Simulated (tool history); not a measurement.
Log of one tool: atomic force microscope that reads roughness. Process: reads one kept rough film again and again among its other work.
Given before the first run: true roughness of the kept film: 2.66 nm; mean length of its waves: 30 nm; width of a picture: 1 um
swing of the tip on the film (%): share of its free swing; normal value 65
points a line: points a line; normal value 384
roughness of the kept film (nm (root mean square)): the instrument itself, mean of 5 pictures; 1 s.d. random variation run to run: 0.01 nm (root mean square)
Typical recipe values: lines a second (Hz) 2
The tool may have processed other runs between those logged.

run	hour	lines a second (Hz)	swing of the tip on the film (%)	points a line	roughness of the kept film (nm (root mean square))
1	0	2	65	384	2.169
2	7.6	2	65	384	2.16
3	15.1	2	65	384	2.131
4	20.7	2	65	384	2.109
5	32.1	2	65	384	2.087
6	43	2	65	384	2.036
7	52.3	2	65	384	2.005
# hour 57.3: new tip fitted
8	61.2	1.16	65	384	2.311
9	71.4	1.16	65	384	2.284
10	77.2	1.16	65	511	2.265
11	89.4	1.16	65	511	2.218
12	100.3	1.16	65	511	2.184
# hour 102.4: height scale calibrated on a step standard
13	110.1	2	65	759	2.109
14	116.5	2.31	58	574	2.118
15	125.8	2.31	58	574	2.071
16	135.8	2	65	383	2.021
17	142.3	3.75	65	383	1.885
# hour 144.4: new tip fitted
# hour 150.7: height scale calibrated on a step standard, once more
18	156	3.75	65	383	2.118
19	167.7	2.55	58	282	2.208
20	177.4	2	62	660	2.185
21	185	1.17	71	619	2.178
22	196.1	2.38	74	310	1.96
23	201.2	1.29	76	329	2.042
24	209.6	3.01	64	977	2.017

4 ways to go on from here, each from the tool as it stands after run 24. What would each give?
A	216.8	3.11	65	499	?
B	216.8	0.7	78	388	?
C	216.8	1.08	79	258	?
D	216.8	0.57	83	289	?

run	roughness of the kept film (nm (root mean square))
A	1.982
B	2.083
C	1.995
D	2.057
The same runs, with their run-to-run variation unchanged, on a tool lacking any hidden condition would have given:
run	roughness of the kept film (nm (root mean square))
A	2.218
B	2.331
C	2.233
D	2.302
